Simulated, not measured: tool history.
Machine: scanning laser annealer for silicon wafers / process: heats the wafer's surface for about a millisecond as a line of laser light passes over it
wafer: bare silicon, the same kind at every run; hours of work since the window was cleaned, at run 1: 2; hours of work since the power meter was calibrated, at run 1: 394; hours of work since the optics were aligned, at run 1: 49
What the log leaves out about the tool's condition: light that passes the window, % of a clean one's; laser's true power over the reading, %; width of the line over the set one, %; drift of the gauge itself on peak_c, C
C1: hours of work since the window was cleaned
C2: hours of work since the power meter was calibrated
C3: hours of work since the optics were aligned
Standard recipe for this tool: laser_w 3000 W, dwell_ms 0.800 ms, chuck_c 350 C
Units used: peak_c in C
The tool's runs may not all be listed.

{"run": 1, "day": 0.0, "laser_w": 3000, "dwell_ms": 0.8, "chuck_c": 350, "C1": 2, "C2": 394, "C3": 49, "peak_c": 1119}
{"run": 2, "day": 0.429, "laser_w": 3000, "dwell_ms": 0.8, "chuck_c": 350, "C1": 7, "C2": 399, "C3": 54, "peak_c": 1118}
{"run": 3, "day": 1.042, "laser_w": 3000, "dwell_ms": 0.8, "chuck_c": 350, "C1": 14, "C2": 406, "C3": 61, "peak_c": 1119}
{"run": 4, "day": 1.496, "laser_w": 3000, "dwell_ms": 0.8, "chuck_c": 350, "C1": 19, "C2": 411, "C3": 66, "peak_c": 1120}
{"run": 5, "day": 2.388, "laser_w": 3000, "dwell_ms": 0.8, "chuck_c": 350, "C1": 29, "C2": 421, "C3": 76, "peak_c": 1116}
{"run": 6, "day": 3.033, "laser_w": 3000, "dwell_ms": 0.8, "chuck_c": 350, "C1": 36, "C2": 428, "C3": 83, "peak_c": 1114}
{"run": 7, "day": 3.838, "laser_w": 3000, "dwell_ms": 0.8, "chuck_c": 350, "C1": 45, "C2": 437, "C3": 92, "peak_c": 1118}
{"run": 8, "day": 4.508, "laser_w": 3000, "dwell_ms": 0.8, "chuck_c": 350, "C1": 52, "C2": 445, "C3": 100, "peak_c": 1112}
{"run": 9, "day": 5.254, "laser_w": 3000, "dwell_ms": 0.8, "chuck_c": 350, "C1": 61, "C2": 453, "C3": 108, "peak_c": 1115}
{"run": 10, "day": 5.854, "laser_w": 3000, "dwell_ms": 0.8, "chuck_c": 380, "C1": 67, "C2": 459, "C3": 115, "peak_c": 1144}
{"run": 11, "day": 6.621, "laser_w": 3000, "dwell_ms": 0.8, "chuck_c": 380, "C1": 76, "C2": 468, "C3": 123, "peak_c": 1145}
{"run": 12, "day": 7.229, "laser_w": 3000, "dwell_ms": 0.8, "chuck_c": 380, "C1": 83, "C2": 475, "C3": 130, "peak_c": 1144}
{"day": 7.388, "done": "window over the wafer cleaned"}
{"run": 13, "day": 7.971, "laser_w": 3000, "dwell_ms": 0.8, "chuck_c": 350, "C1": 6, "C2": 482, "C3": 137, "peak_c": 1107}
{"run": 14, "day": 8.404, "laser_w": 3000, "dwell_ms": 0.8, "chuck_c": 350, "C1": 11, "C2": 487, "C3": 142, "peak_c": 1113}
{"run": 15, "day": 9.0, "laser_w": 3000, "dwell_ms": 0.8, "chuck_c": 350, "C1": 18, "C2": 494, "C3": 149, "peak_c": 1107}
{"run": 16, "day": 9.525, "laser_w": 3000, "dwell_ms": 0.666, "chuck_c": 350, "C1": 24, "C2": 499, "C3": 154, "peak_c": 1044}
{"run": 17, "day": 10.212, "laser_w": 3000, "dwell_ms": 0.666, "chuck_c": 350, "C1": 31, "C2": 507, "C3": 162, "peak_c": 1041}
{"run": 18, "day": 10.975, "laser_w": 3000, "dwell_ms": 0.666, "chuck_c": 350, "C1": 40, "C2": 515, "C3": 171, "peak_c": 1046}
{"run": 19, "day": 11.688, "laser_w": 3000, "dwell_ms": 0.666, "chuck_c": 350, "C1": 48, "C2": 523, "C3": 178, "peak_c": 1043}
{"run": 20, "day": 12.492, "laser_w": 3000, "dwell_ms": 0.666, "chuck_c": 350, "C1": 57, "C2": 532, "C3": 187, "peak_c": 1045}
{"day": 12.762, "done": "window over the wafer cleaned, once more"}
{"run": 21, "day": 13.196, "laser_w": 3000, "dwell_ms": 0.666, "chuck_c": 350, "C1": 5, "C2": 539, "C3": 194, "peak_c": 1051}
{"run": 22, "day": 13.862, "laser_w": 2761, "dwell_ms": 0.967, "chuck_c": 361, "C1": 12, "C2": 547, "C3": 202, "peak_c": 1135}
{"run": 23, "day": 14.533, "laser_w": 3213, "dwell_ms": 0.656, "chuck_c": 367, "C1": 20, "C2": 554, "C3": 209, "peak_c": 1109}
{"run": 24, "day": 15.104, "laser_w": 2621, "dwell_ms": 0.919, "chuck_c": 389, "C1": 26, "C2": 560, "C3": 215, "peak_c": 1107}
{"run": 25, "day": 15.504, "laser_w": 3045, "dwell_ms": 0.905, "chuck_c": 341, "C1": 30, "C2": 565, "C3": 220, "peak_c": 1159}
{"run": 26, "day": 16.242, "laser_w": 2740, "dwell_ms": 0.68, "chuck_c": 353, "C1": 39, "C2": 573, "C3": 228, "peak_c": 1001}
{"run": 27, "day": 17.062, "laser_w": 3261, "dwell_ms": 0.685, "chuck_c": 314, "C1": 48, "C2": 582, "C3": 237, "peak_c": 1081}
{"run": 28, "day": 17.771, "laser_w": 3261, "dwell_ms": 0.685, "chuck_c": 314, "C1": 56, "C2": 590, "C3": 245, "peak_c": 1080}
{"run": 29, "day": 18.558, "laser_w": 3000, "dwell_ms": 0.653, "chuck_c": 322, "C1": 64, "C2": 599, "C3": 254, "peak_c": 1014}
{"run": 30, "day": 19.208, "laser_w": 3000, "dwell_ms": 0.653, "chuck_c": 322, "C1": 72, "C2": 606, "C3": 261, "peak_c": 1014}
{"run": 31, "day": 19.729, "laser_w": 2751, "dwell_ms": 0.573, "chuck_c": 322, "C1": 77, "C2": 612, "C3": 267, "peak_c": 923}
{"run": 32, "day": 20.367, "laser_w": 2751, "dwell_ms": 0.573, "chuck_c": 322, "C1": 84, "C2": 619, "C3": 274, "peak_c": 921}
{"run": 33, "day": 21.229, "laser_w": 2751, "dwell_ms": 0.573, "chuck_c": 322, "C1": 94, "C2": 628, "C3": 283, "peak_c": 922}
{"run": 34, "day": 21.917, "laser_w": 2989, "dwell_ms": 0.8, "chuck_c": 356, "C1": 102, "C2": 636, "C3": 291, "peak_c": 1116}
{"run": 35, "day": 22.812, "laser_w": 2837, "dwell_ms": 0.944, "chuck_c": 376, "C1": 112, "C2": 646, "C3": 301, "peak_c": 1153}
{"run": 36, "day": 23.317, "laser_w": 2590, "dwell_ms": 0.842, "chuck_c": 350, "C1": 117, "C2": 652, "C3": 307, "peak_c": 1026}

Run 37 comes next. What will it give?
{"run": 37, "day": 24.062, "laser_w": 2590, "dwell_ms": 0.842, "chuck_c": 350, "C1": 126, "C2": 660, "C3": 315, "peak_c": "?"}

{"run 37": {"peak_c": 1026}}
Minus the tool's unlogged condition, the same run would have read peak_c 1036 C.
